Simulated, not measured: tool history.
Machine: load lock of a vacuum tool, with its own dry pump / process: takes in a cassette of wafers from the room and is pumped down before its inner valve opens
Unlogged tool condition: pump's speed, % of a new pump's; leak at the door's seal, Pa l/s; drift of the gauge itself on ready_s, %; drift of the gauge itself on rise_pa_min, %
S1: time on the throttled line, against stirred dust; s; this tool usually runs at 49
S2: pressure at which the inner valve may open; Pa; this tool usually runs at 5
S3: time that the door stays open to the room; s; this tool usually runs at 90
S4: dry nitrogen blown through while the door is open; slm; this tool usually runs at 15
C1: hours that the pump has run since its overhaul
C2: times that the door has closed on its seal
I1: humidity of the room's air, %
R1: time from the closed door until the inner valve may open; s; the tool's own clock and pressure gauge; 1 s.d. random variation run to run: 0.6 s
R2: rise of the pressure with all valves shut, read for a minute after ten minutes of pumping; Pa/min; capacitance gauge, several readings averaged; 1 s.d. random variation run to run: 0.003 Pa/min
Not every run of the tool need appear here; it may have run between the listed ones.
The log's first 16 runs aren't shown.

{"run": 17, "hour": 1158.4, "S1": 90, "S2": 5, "S3": 90, "S4": 15, "C1": 5559, "C2": 6984, "I1": 40.1, "R1": 143.4, "R2": 0.05}
{"run": 18, "hour": 1258.7, "S1": 90, "S2": 5, "S3": 90, "S4": 15, "C1": 5659, "C2": 7126, "I1": 42.4, "R1": 145.5, "R2": 0.051}
{"run": 19, "hour": 1321.6, "S1": 90, "S2": 5, "S3": 90, "S4": 15, "C1": 5722, "C2": 7215, "I1": 43.3, "R1": 143.6, "R2": 0.05}
{"run": 20, "hour": 1399.9, "S1": 49, "S2": 8, "S3": 43, "S4": 15, "C1": 5800, "C2": 7325, "I1": 44.0, "R1": 108.7, "R2": 0.05}
{"run": 21, "hour": 1490.9, "S1": 65, "S2": 4, "S3": 112, "S4": 15, "C1": 5891, "C2": 7454, "I1": 45.6, "R1": 124.8, "R2": 0.064}
{"run": 22, "hour": 1581.9, "S1": 65, "S2": 4, "S3": 112, "S4": 15, "C1": 5982, "C2": 7582, "I1": 46.9, "R1": 126.6, "R2": 0.064}
{"run": 23, "hour": 1692.3, "S1": 25, "S2": 5, "S3": 35, "S4": 7, "C1": 6092, "C2": 7738, "I1": 44.5, "R1": 92.5, "R2": 0.049}
{"run": 24, "hour": 1753.2, "S1": 25, "S2": 4, "S3": 28, "S4": 7, "C1": 6153, "C2": 7824, "I1": 44.9, "R1": 95.7, "R2": 0.048}
{"run": 25, "hour": 1815.7, "S1": 30, "S2": 4, "S3": 107, "S4": 5, "C1": 6216, "C2": 7912, "I1": 44.1, "R1": 98.9, "R2": 0.087}
{"run": 26, "hour": 1874.2, "S1": 49, "S2": 8, "S3": 97, "S4": 15, "C1": 6274, "C2": 7995, "I1": 42.6, "R1": 107.4, "R2": 0.061}
{"run": 27, "hour": 1954.7, "S1": 39, "S2": 7, "S3": 90, "S4": 15, "C1": 6355, "C2": 8109, "I1": 44.3, "R1": 101.8, "R2": 0.064}
{"run": 28, "hour": 2037.1, "S1": 26, "S2": 6, "S3": 58, "S4": 42, "C1": 6437, "C2": 8225, "I1": 47.4, "R1": 92.1, "R2": 0.039}
{"run": 29, "hour": 2105.0, "S1": 84, "S2": 5, "S3": 36, "S4": 29, "C1": 6505, "C2": 8321, "I1": 45.6, "R1": 138.9, "R2": 0.04}
{"run": 30, "hour": 2172.3, "S1": 30, "S2": 5, "S3": 90, "S4": 30, "C1": 6572, "C2": 8416, "I1": 43.4, "R1": 96.4, "R2": 0.045}
{"run": 31, "hour": 2249.1, "S1": 32, "S2": 9, "S3": 57, "S4": 22, "C1": 6649, "C2": 8524, "I1": 45.1, "R1": 93.6, "R2": 0.047}
{"run": 32, "hour": 2320.7, "S1": 49, "S2": 5, "S3": 172, "S4": 35, "C1": 6721, "C2": 8626, "I1": 45.9, "R1": 112.3, "R2": 0.058}
{"run": 33, "hour": 2426.8, "S1": 49, "S2": 5, "S3": 172, "S4": 35, "C1": 6827, "C2": 8775, "I1": 46.0, "R1": 112.7, "R2": 0.061}
{"run": 34, "hour": 2539.6, "S1": 49, "S2": 5, "S3": 163, "S4": 8, "C1": 6940, "C2": 8935, "I1": 45.9, "R1": 111.9, "R2": 0.102}
{"run": 35, "hour": 2618.4, "S1": 49, "S2": 5, "S3": 163, "S4": 8, "C1": 7019, "C2": 9046, "I1": 42.7, "R1": 113.1, "R2": 0.094}
{"run": 36, "hour": 2674.6, "S1": 49, "S2": 5, "S3": 163, "S4": 8, "C1": 7075, "C2": 9125, "I1": 41.8, "R1": 112.0, "R2": 0.099}
{"run": 37, "hour": 2728.2, "S1": 49, "S2": 5, "S3": 163, "S4": 8, "C1": 7128, "C2": 9201, "I1": 44.1, "R1": 112.4, "R2": 0.101}

Forecast each of these 4 alternatives for the next run:
{"run": "A", "hour": 2837.7, "S1": 25, "S2": 8, "S3": 163, "S4": 10, "C1": 7238, "C2": 9356, "I1": 48.2, "R1": "?", "R2": "?"}
{"run": "B", "hour": 2837.7, "S1": 65, "S2": 8, "S3": 35, "S4": 8, "C1": 7238, "C2": 9356, "I1": 44.7, "R1": "?", "R2": "?"}
{"run": "C", "hour": 2837.7, "S1": 33, "S2": 7, "S3": 90, "S4": 7, "C1": 7238, "C2": 9356, "I1": 46.1, "R1": "?", "R2": "?"}
{"run": "D", "hour": 2837.7, "S1": 81, "S2": 10, "S3": 54, "S4": 15, "C1": 7238, "C2": 9356, "I1": 47.0, "R1": "?", "R2": "?"}

run=A R1=89.7 R2=0.101
run=B R1=120.3 R2=0.062
run=C R1=96.5 R2=0.076
run=D R1=131.3 R2=0.053
Without the tool's unlogged condition, the same runs would have read:
run=A R1=86.6 R2=0.069
run=B R1=117.6 R2=0.029
run=C R1=93.4 R2=0.044
run=D R1=128.9 R2=0.021
